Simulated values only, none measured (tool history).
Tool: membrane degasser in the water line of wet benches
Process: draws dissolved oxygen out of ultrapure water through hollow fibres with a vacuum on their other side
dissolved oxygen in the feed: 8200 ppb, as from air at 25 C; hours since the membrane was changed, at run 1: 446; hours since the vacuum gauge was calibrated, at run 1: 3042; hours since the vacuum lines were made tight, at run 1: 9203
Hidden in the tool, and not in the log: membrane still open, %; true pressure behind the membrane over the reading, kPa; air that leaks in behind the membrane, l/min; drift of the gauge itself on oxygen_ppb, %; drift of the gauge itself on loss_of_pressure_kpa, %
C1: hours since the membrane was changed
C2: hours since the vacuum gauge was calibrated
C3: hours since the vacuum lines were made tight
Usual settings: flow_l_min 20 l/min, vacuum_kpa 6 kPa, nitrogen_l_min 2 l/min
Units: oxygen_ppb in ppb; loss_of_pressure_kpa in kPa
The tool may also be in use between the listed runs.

run 1 hour=0 | flow_l_min=20 vacuum_kpa=6 nitrogen_l_min=2 | C1=446 C2=3042 C3=9203 | oxygen_ppb=72 loss_of_pressure_kpa=41.77
run 2 hour=51.2 | flow_l_min=20 vacuum_kpa=4.14 nitrogen_l_min=2 | C1=497 C2=3093 C3=9254 | oxygen_ppb=28.5 loss_of_pressure_kpa=42.09
run 3 hour=107.5 | flow_l_min=12 vacuum_kpa=4.14 nitrogen_l_min=2 | C1=553 C2=3149 C3=9311 | oxygen_ppb=15.2 loss_of_pressure_kpa=25.08
run 4 hour=187.8 | flow_l_min=12 vacuum_kpa=4.14 nitrogen_l_min=2 | C1=634 C2=3230 C3=9391 | oxygen_ppb=15.3 loss_of_pressure_kpa=25.14
run 5 hour=262.9 | flow_l_min=13 vacuum_kpa=6 nitrogen_l_min=2 | C1=709 C2=3305 C3=9466 | oxygen_ppb=46 loss_of_pressure_kpa=27.19
run 6 hour=329 | flow_l_min=13 vacuum_kpa=6 nitrogen_l_min=2 | C1=775 C2=3371 C3=9532 | oxygen_ppb=45.7 loss_of_pressure_kpa=26.99
run 7 hour=412.6 | flow_l_min=13 vacuum_kpa=6 nitrogen_l_min=2 | C1=858 C2=3454 C3=9616 | oxygen_ppb=46.2 loss_of_pressure_kpa=27.2
run 8 hour=486 | flow_l_min=13 vacuum_kpa=6 nitrogen_l_min=2 | C1=932 C2=3528 C3=9689 | oxygen_ppb=45.6 loss_of_pressure_kpa=27.33
-- hour=593.8 seals of the vacuum lines changed
run 9 hour=595.3 | flow_l_min=13 vacuum_kpa=6 nitrogen_l_min=2 | C1=1039 C2=3635 C3=2 | oxygen_ppb=46.4 loss_of_pressure_kpa=27.18
run 10 hour=703 | flow_l_min=13 vacuum_kpa=6 nitrogen_l_min=2 | C1=1147 C2=3743 C3=109 | oxygen_ppb=46.2 loss_of_pressure_kpa=26.96
run 11 hour=783.3 | flow_l_min=13 vacuum_kpa=3.89 nitrogen_l_min=2 | C1=1227 C2=3823 C3=190 | oxygen_ppb=13.4 loss_of_pressure_kpa=27.12
run 12 hour=890.7 | flow_l_min=20 vacuum_kpa=4.81 nitrogen_l_min=2 | C1=1334 C2=3930 C3=297 | oxygen_ppb=44.3 loss_of_pressure_kpa=41.56
run 13 hour=978.9 | flow_l_min=20 vacuum_kpa=4.81 nitrogen_l_min=2 | C1=1423 C2=4019 C3=385 | oxygen_ppb=44.4 loss_of_pressure_kpa=41.74
run 14 hour=1054.9 | flow_l_min=20 vacuum_kpa=6 nitrogen_l_min=2 | C1=1499 C2=4095 C3=461 | oxygen_ppb=71.4 loss_of_pressure_kpa=41.3
run 15 hour=1166.1 | flow_l_min=20 vacuum_kpa=6 nitrogen_l_min=1.57 | C1=1610 C2=4206 C3=572 | oxygen_ppb=89.1 loss_of_pressure_kpa=41.66
run 16 hour=1260.8 | flow_l_min=20 vacuum_kpa=6 nitrogen_l_min=1.57 | C1=1705 C2=4301 C3=667 | oxygen_ppb=88.5 loss_of_pressure_kpa=41.5
run 17 hour=1343.8 | flow_l_min=20 vacuum_kpa=6 nitrogen_l_min=1.57 | C1=1788 C2=4384 C3=750 | oxygen_ppb=89.4 loss_of_pressure_kpa=41.34
run 18 hour=1419.2 | flow_l_min=20 vacuum_kpa=9.33 nitrogen_l_min=1.57 | C1=1863 C2=4459 C3=825 | oxygen_ppb=184.5 loss_of_pressure_kpa=41.2
run 19 hour=1501.7 | flow_l_min=20 vacuum_kpa=9.33 nitrogen_l_min=1.57 | C1=1945 C2=4541 C3=908 | oxygen_ppb=181.2 loss_of_pressure_kpa=41.24
run 20 hour=1610.4 | flow_l_min=24 vacuum_kpa=4.35 nitrogen_l_min=3.87 | C1=2054 C2=4650 C3=1017 | oxygen_ppb=26.8 loss_of_pressure_kpa=49.83
run 21 hour=1671.2 | flow_l_min=18 vacuum_kpa=10.56 nitrogen_l_min=5.8 | C1=2115 C2=4711 C3=1077 | oxygen_ppb=61 loss_of_pressure_kpa=36.96
run 22 hour=1738.1 | flow_l_min=30 vacuum_kpa=4.51 nitrogen_l_min=3.58 | C1=2182 C2=4778 C3=1144 | oxygen_ppb=41.7 loss_of_pressure_kpa=62.23
run 23 hour=1846.3 | flow_l_min=17 vacuum_kpa=4.51 nitrogen_l_min=3.58 | C1=2290 C2=4886 C3=1253 | oxygen_ppb=19.9 loss_of_pressure_kpa=34.82
run 24 hour=1940.1 | flow_l_min=22 vacuum_kpa=5.73 nitrogen_l_min=2.09 | C1=2384 C2=4980 C3=1346 | oxygen_ppb=70.1 loss_of_pressure_kpa=45.13
run 25 hour=1999.2 | flow_l_min=20 vacuum_kpa=5.73 nitrogen_l_min=5.36 | C1=2443 C2=5039 C3=1405 | oxygen_ppb=29.5 loss_of_pressure_kpa=41.15
run 26 hour=2053.8 | flow_l_min=26 vacuum_kpa=6 nitrogen_l_min=2 | C1=2498 C2=5094 C3=1460 | oxygen_ppb=95.8 loss_of_pressure_kpa=53.47
run 27 hour=2165.3 | flow_l_min=12 vacuum_kpa=3.97 nitrogen_l_min=4.27 | C1=2609 C2=5205 C3=1572 | oxygen_ppb=7 loss_of_pressure_kpa=24.33
run 28 hour=2269.4 | flow_l_min=15 vacuum_kpa=3.97 nitrogen_l_min=5.41 | C1=2713 C2=5309 C3=1676 | oxygen_ppb=8.4 loss_of_pressure_kpa=30.87
run 29 hour=2337.5 | flow_l_min=15 vacuum_kpa=3.97 nitrogen_l_min=5.41 | C1=2781 C2=5377 C3=1744 | oxygen_ppb=8.4 loss_of_pressure_kpa=30.95
run 30 hour=2389.6 | flow_l_min=20 vacuum_kpa=10.99 nitrogen_l_min=1.45 | C1=2833 C2=5429 C3=1796 | oxygen_ppb=249.8 loss_of_pressure_kpa=40.49
run 31 hour=2487.6 | flow_l_min=20 vacuum_kpa=10.99 nitrogen_l_min=1.45 | C1=2931 C2=5527 C3=1894 | oxygen_ppb=251.3 loss_of_pressure_kpa=40.89
run 32 hour=2558.6 | flow_l_min=20 vacuum_kpa=10.99 nitrogen_l_min=1.45 | C1=3002 C2=5598 C3=1965 | oxygen_ppb=249.9 loss_of_pressure_kpa=40.79

Forecast each of these 4 alternatives for the next run:
run A hour=2641.1 | flow_l_min=28 vacuum_kpa=6.7 nitrogen_l_min=1.06 | C1=3085 C2=5681 C3=2047 | oxygen_ppb=? loss_of_pressure_kpa=?
run B hour=2641.1 | flow_l_min=23 vacuum_kpa=6.32 nitrogen_l_min=2 | C1=3085 C2=5681 C3=2047 | oxygen_ppb=? loss_of_pressure_kpa=?
run C hour=2641.1 | flow_l_min=20 vacuum_kpa=5.07 nitrogen_l_min=2 | C1=3085 C2=5681 C3=2047 | oxygen_ppb=? loss_of_pressure_kpa=?
run D hour=2641.1 | flow_l_min=20 vacuum_kpa=10.99 nitrogen_l_min=1.43 | C1=3085 C2=5681 C3=2047 | oxygen_ppb=? loss_of_pressure_kpa=?

run=A oxygen_ppb=210.6 loss_of_pressure_kpa=57.03
run=B oxygen_ppb=92.5 loss_of_pressure_kpa=46.96
run=C oxygen_ppb=50.4 loss_of_pressure_kpa=41.16
run=D oxygen_ppb=253.9 loss_of_pressure_kpa=40.72
Without the tool's hidden state the same runs would have given:
run=A oxygen_ppb=210.3 loss_of_pressure_kpa=58.48
run=B oxygen_ppb=92.4 loss_of_pressure_kpa=48.16
run=C oxygen_ppb=50.3 loss_of_pressure_kpa=42.21
run=D oxygen_ppb=253.8 loss_of_pressure_kpa=41.76
